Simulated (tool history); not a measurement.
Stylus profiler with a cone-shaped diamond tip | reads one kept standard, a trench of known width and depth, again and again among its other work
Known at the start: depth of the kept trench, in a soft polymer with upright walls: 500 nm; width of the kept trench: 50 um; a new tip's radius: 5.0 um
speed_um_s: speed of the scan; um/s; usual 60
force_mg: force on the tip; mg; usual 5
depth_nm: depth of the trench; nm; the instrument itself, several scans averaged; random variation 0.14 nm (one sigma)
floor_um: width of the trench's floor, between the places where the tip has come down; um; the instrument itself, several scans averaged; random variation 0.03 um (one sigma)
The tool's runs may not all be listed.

run,hour,speed_um_s,force_mg,depth_nm,floor_um
1,0,60,5,505.01,45.14
2,28,60,5,505.2,45.08
3,52.6,60,5,505.05,45.07
4,78.7,220,5,504.9,44.33
5,97.1,80,5,505,45
6,123.6,80,5,505.1,44.94
7,152.2,80,5,505.39,44.88
8,182.7,80,1.82,502.92,44.65
9,202.4,80,1.82,502.76,44.68
10,237,80,4.87,505.37,44.79
11,262.7,145,4.63,505.03,44.51
12,286.9,65,5.46,505.54,44.82
13,313.5,68,2.61,503.91,44.68
14,346.1,68,2.61,503.64,44.73
15,381.3,68,2.61,504,44.58
16,414.9,68,2.61,504.1,44.59
17,434.5,43,4.91,505.59,44.75
18,457.6,43,4.91,505.48,44.8
19,479.3,43,4.91,505.63,44.73

The same runs without the tool's hidden state, with the same run-to-run variation:
The hidden state here: radius of the tip, um; height scale over the true one, %; drift of the gauge itself on depth_nm, %; drift of the gauge itself on floor_um, %.
run,depth_nm,floor_um
1,504.65,45.39
2,504.79,45.35
3,504.61,45.37
4,504.42,44.66
5,504.5,45.34
6,504.57,45.31
7,504.83,45.28
8,502.32,45.08
9,502.13,45.12
10,504.69,45.27
11,504.31,45.01
12,504.8,45.34
13,503.12,45.22
14,502.81,45.31
15,503.13,45.19
16,503.18,45.23
17,504.64,45.41
18,504.5,45.48
19,504.63,45.43
